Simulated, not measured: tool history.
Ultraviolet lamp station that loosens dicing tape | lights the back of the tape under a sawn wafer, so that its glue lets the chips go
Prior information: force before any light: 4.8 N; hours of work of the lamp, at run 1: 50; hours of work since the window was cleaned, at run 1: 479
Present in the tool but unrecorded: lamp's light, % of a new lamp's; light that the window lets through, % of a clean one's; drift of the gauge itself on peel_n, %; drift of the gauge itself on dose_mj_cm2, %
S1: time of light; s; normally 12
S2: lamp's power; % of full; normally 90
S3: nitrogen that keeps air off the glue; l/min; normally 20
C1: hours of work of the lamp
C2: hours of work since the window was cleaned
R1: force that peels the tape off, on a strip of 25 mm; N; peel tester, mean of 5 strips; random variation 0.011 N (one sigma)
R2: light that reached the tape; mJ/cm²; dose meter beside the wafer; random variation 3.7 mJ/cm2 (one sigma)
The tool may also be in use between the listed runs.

| run | hour | S1 | S2 | S3 | C1 | C2 | R1 | R2 |
|---|---|---|---|---|---|---|---|---|
| 1 | 0.0 | 12 | 90 | 20 | 50 | 479 | 0.514 | 613 |
| 2 | 8.3 | 12 | 90 | 20 | 56 | 485 | 0.504 | 615 |
| 3 | 19.6 | 12 | 90 | 20 | 64 | 493 | 0.487 | 613 |
| 4 | 29.5 | 12 | 90 | 20 | 71 | 500 | 0.477 | 617 |
| 5 | 36.9 | 8 | 90 | 20 | 76 | 506 | 0.933 | 407 |
| 6 | 45.4 | 12 | 90 | 20 | 82 | 512 | 0.484 | 612 |
| 7 | 53.0 | 11 | 90 | 20 | 88 | 517 | 0.580 | 558 |
| 8 | 63.9 | 11 | 90 | 20 | 96 | 525 | 0.586 | 560 |
| 9 | 73.1 | 14 | 90 | 20 | 102 | 531 | 0.380 | 711 |
|  | 86.4 | window cleaned of glue's vapour |
| 10 | 87.5 | 12 | 90 | 20 | 112 | 1 | 0.490 | 615 |
| 11 | 99.6 | 12 | 90 | 20 | 121 | 9 | 0.486 | 618 |
| 12 | 112.7 | 12 | 90 | 20 | 130 | 19 | 0.495 | 618 |
| 13 | 125.1 | 24 | 90 | 20 | 139 | 28 | 0.194 | 1225 |
| 14 | 136.6 | 8 | 90 | 20 | 147 | 36 | 0.934 | 415 |
| 15 | 145.7 | 8 | 90 | 20 | 153 | 42 | 0.960 | 407 |
| 16 | 152.9 | 8 | 90 | 20 | 159 | 47 | 0.958 | 414 |
| 17 | 163.4 | 8 | 90 | 20 | 166 | 55 | 0.957 | 416 |
| 18 | 173.5 | 8 | 90 | 20 | 173 | 62 | 0.929 | 414 |
| 19 | 183.8 | 8 | 90 | 20 | 181 | 69 | 0.928 | 412 |
| 20 | 197.1 | 8 | 90 | 20 | 190 | 79 | 0.955 | 412 |
| 21 | 207.4 | 8 | 90 | 20 | 197 | 86 | 0.972 | 417 |
| 22 | 220.1 | 8 | 64 | 8 | 206 | 95 | 1.954 | 292 |
| 23 | 232.8 | 14 | 75 | 9 | 215 | 104 | 0.790 | 607 |
| 24 | 243.0 | 6 | 76 | 20 | 223 | 111 | 1.629 | 263 |
| 25 | 252.0 | 6 | 76 | 20 | 229 | 118 | 1.749 | 264 |
| 26 | 258.8 | 12 | 62 | 8 | 234 | 123 | 1.401 | 427 |
| 27 | 268.2 | 12 | 100 | 20 | 241 | 129 | 0.399 | 697 |
| 28 | 280.0 | 12 | 91 | 10 | 249 | 138 | 0.708 | 629 |
| 29 | 289.9 | 12 | 91 | 10 | 256 | 145 | 0.695 | 634 |
| 30 | 299.2 | 12 | 62 | 20 | 263 | 151 | 0.919 | 423 |
| 31 | 313.2 | 12 | 62 | 20 | 273 | 161 | 0.881 | 431 |
| 32 | 319.6 | 8 | 90 | 20 | 277 | 166 | 0.950 | 418 |
| 33 | 331.5 | 12 | 90 | 15 | 286 | 174 | 0.550 | 630 |
| 34 | 345.2 | 12 | 65 | 36 | 295 | 184 | 0.655 | 452 |
| 35 | 357.3 | 14 | 90 | 34 | 304 | 193 | 0.316 | 736 |
| 36 | 367.5 | 18 | 93 | 20 | 311 | 200 | 0.233 | 964 |
| 37 | 379.7 | 18 | 93 | 20 | 320 | 209 | 0.251 | 966 |
| 38 | 392.5 | 6 | 93 | 20 | 329 | 218 | 1.364 | 329 |
| 39 | 406.1 | 6 | 93 | 20 | 339 | 228 | 1.354 | 326 |
|  | 408.9 | gauge calibrated |
| 40 | 416.3 | 19 | 90 | 25 | 346 | 235 | 0.223 | 973 |
| 41 | 425.0 | 19 | 90 | 25 | 352 | 241 | 0.221 | 979 |
| 42 | 432.3 | 12 | 90 | 7 | 357 | 246 | 0.798 | 607 |

Measured result minus the same run's result without the hidden state. Both carry the same run-to-run variation, though not necessarily the same gauge scatter:
| run | R2 |
|---|---|
| 1 | +0 |
| 2 | +0 |
| 3 | +0 |
| 4 | +1 |
| 5 | +0 |
| 6 | +1 |
| 7 | +2 |
| 8 | +3 |
| 9 | +3 |
| 10 | +3 |
| 11 | +4 |
| 12 | +5 |
| 13 | +11 |
| 14 | +4 |
| 15 | +4 |
| 16 | +4 |
| 17 | +5 |
| 18 | +5 |
| 19 | +6 |
| 20 | +5 |
| 21 | +6 |
| 22 | +4 |
| 23 | +10 |
| 24 | +5 |
| 25 | +5 |
| 26 | +8 |
| 27 | +13 |
| 28 | +12 |
| 29 | +13 |
| 30 | +9 |
| 31 | +9 |
| 32 | +9 |
| 33 | +15 |
| 34 | +11 |
| 35 | +18 |
| 36 | +24 |
| 37 | +25 |
| 38 | +9 |
| 39 | +9 |
| 40 | +0 |
| 41 | +1 |
| 42 | +1 |
R1 without the hidden state stays within 0.001 N of what was measured, in all runs.
